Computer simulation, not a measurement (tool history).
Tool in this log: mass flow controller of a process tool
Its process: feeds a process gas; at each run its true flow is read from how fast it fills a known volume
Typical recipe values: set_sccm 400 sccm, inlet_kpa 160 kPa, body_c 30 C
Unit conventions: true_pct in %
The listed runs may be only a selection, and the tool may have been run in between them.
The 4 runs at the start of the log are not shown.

run	hour	set_sccm	inlet_kpa	body_c	hours of work since the controller was set to zero	hours of work since the controller was changed	true_pct
5	491.2	400	160	30	1333	1333	99.65
6	587.0	400	160	30	1370	1370	99.54
7	652.8	400	160	30	1395	1395	99.54
8	728.1	400	166	30	1423	1423	99.52
9	824.0	400	166	30	1460	1460	99.48
10	950.4	400	166	30	1508	1508	99.51
11	1102.1	400	166	30	1565	1565	99.54
12	1237.6	101	160	30	1616	1616	98.81
13	1310.2	400	160	30	1644	1644	99.49
14	1379.8	400	160	30	1670	1670	99.52
15	1521.1	400	160	30	1724	1724	99.40
16	1614.7	400	203	30	1759	1759	99.39
17	1753.0	400	203	30	1812	1812	99.47
18	1824.5	400	203	30	1839	1839	99.50
19	1953.6	65	203	30	1888	1888	98.73
20	2016.4	65	203	25	1912	1912	98.93
21	2150.8	65	203	25	1963	1963	98.87
22	2298.2	65	162	25	2019	2019	99.02
23	2402.4	65	162	25	2058	2058	99.11
24	2535.5	400	160	30	2109	2109	99.41
25	2620.0	112	160	30	2141	2141	98.98

Forecast run 26:
26	2749.4	261	188	30	2190	2190	?

For run 26 the tool returned true_pct 98.99 %.
Take away the tool's hidden state, keep the run-to-run variation as it was, and the same run would have given true_pct 98.99 %.
